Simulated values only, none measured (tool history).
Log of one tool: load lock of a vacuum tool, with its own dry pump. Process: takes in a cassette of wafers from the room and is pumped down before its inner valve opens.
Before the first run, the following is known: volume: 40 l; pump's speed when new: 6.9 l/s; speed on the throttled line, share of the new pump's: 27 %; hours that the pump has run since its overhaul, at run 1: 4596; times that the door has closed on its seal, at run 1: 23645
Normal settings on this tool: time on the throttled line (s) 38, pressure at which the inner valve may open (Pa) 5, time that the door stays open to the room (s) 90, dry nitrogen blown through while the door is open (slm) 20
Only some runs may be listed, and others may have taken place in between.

| run | hour | time on the throttled line (s) | pressure at which the inner valve may open (Pa) | time that the door stays open to the room (s) | dry nitrogen blown through while the door is open (slm) | hours that the pump has run since its overhaul | times that the door has closed on its seal | incoming humidity of the room's air, % | time from the closed door until the inner valve may open (s) | rise of the pressure with all valves shut (Pa/min) |
|---|---|---|---|---|---|---|---|---|---|---|
| 1 | 0.0 | 38 | 5 | 90 | 20 | 4596 | 23645 | 46.0 | 90.9 | 0.182 |
| 2 | 243.7 | 38 | 5 | 90 | 34 | 4840 | 24344 | 42.8 | 89.4 | 0.170 |
| 3 | 524.4 | 38 | 5 | 90 | 34 | 5121 | 25148 | 45.9 | 90.8 | 0.182 |
| 4 | 807.0 | 38 | 9 | 90 | 20 | 5403 | 25958 | 43.7 | 87.4 | 0.190 |
| 5 | 1095.0 | 38 | 9 | 90 | 20 | 5691 | 26783 | 44.2 | 86.7 | 0.206 |
| 6 | 1277.3 | 38 | 9 | 90 | 20 | 5873 | 27306 | 41.4 | 87.8 | 0.205 |
| 7 | 1642.3 | 38 | 5 | 90 | 20 | 6238 | 28352 | 44.1 | 91.4 | 0.220 |
| 8 | 1842.2 | 45 | 5 | 90 | 20 | 6438 | 28925 | 44.2 | 96.8 | 0.225 |
| 9 | 2114.8 | 38 | 5 | 90 | 20 | 6711 | 29706 | 46.6 | 91.8 | 0.229 |
| 10 | 2371.4 | 38 | 5 | 90 | 20 | 6968 | 30441 | 42.6 | 91.3 | 0.243 |
| 11 | 2671.3 | 38 | 5 | 90 | 20 | 7267 | 31301 | 46.1 | 92.1 | 0.248 |
| 12 | 2911.7 | 38 | 5 | 67 | 20 | 7508 | 31990 | 43.1 | 93.8 | 0.253 |
| 13 | 3293.0 | 38 | 5 | 67 | 20 | 7889 | 33082 | 45.9 | 93.1 | 0.264 |
| 14 | 3671.8 | 38 | 5 | 67 | 20 | 8268 | 34168 | 42.5 | 94.4 | 0.268 |
| 15 | 3844.6 | 38 | 5 | 67 | 20 | 8441 | 34663 | 42.9 | 93.3 | 0.283 |
| 16 | 4205.6 | 38 | 5 | 34 | 20 | 8802 | 35698 | 42.8 | 94.1 | 0.292 |
| 17 | 4527.1 | 38 | 5 | 34 | 20 | 9123 | 36619 | 48.1 | 94.1 | 0.294 |
| 18 | 4949.5 | 45 | 5 | 90 | 20 | 9546 | 37829 | 43.2 | 99.6 | 0.321 |
| 19 | 5270.0 | 45 | 5 | 90 | 20 | 9866 | 38748 | 42.9 | 100.9 | 0.342 |
| 20 | 5573.3 | 45 | 5 | 104 | 5 | 10169 | 39617 | 46.6 | 99.9 | 0.356 |
| 21 | 5813.1 | 46 | 6 | 138 | 7 | 10409 | 40304 | 47.3 | 99.9 | 0.376 |
| 22 | 6037.6 | 46 | 6 | 138 | 7 | 10634 | 40948 | 41.8 | 100.1 | 0.373 |
| 23 | 6430.5 | 20 | 6 | 38 | 7 | 11027 | 42074 | 43.5 | 82.9 | 0.376 |
| 24 | 6666.6 | 38 | 8 | 62 | 20 | 11263 | 42750 | 45.6 | 92.0 | 0.391 |
| 25 | 6994.4 | 38 | 5 | 66 | 11 | 11590 | 43690 | 43.1 | 96.2 | 0.395 |
| 26 | 7364.9 | 27 | 5 | 163 | 11 | 11961 | 44752 | 43.6 | 90.3 | 0.431 |
| 27 | 7784.0 | 38 | 5 | 66 | 5 | 12380 | 45953 | 48.6 | 98.6 | 0.441 |
| 28 | 8101.0 | 38 | 5 | 66 | 5 | 12697 | 46861 | 44.1 | 97.4 | 0.441 |
| 29 | 8441.3 | 20 | 5 | 90 | 20 | 13037 | 47836 | 48.2 | 85.9 | 0.465 |
| 30 | 8737.8 | 55 | 7 | 90 | 20 | 13334 | 48686 | 40.6 | 106.9 | 0.473 |
|  | 8964.9 | door's seal changed, seat wiped |
| 31 | 9129.9 | 37 | 5 | 90 | 20 | 13724 | 472 | 44.3 | 97.4 | 0.040 |

What will run 32 give?
| 32 | 9323.5 | 37 | 5 | 90 | 20 | 13918 | 1027 | 46.0 | ? | ? |

{"run 32": {"time from the closed door until the inner valve may open (s)": 98.2, "rise of the pressure with all valves shut (Pa/min)": 0.036}}
The same run, on a tool lacking any hidden state, would have yielded time from the closed door until the inner valve may open (s) 85.6, rise of the pressure with all valves shut (Pa/min) 0.033.
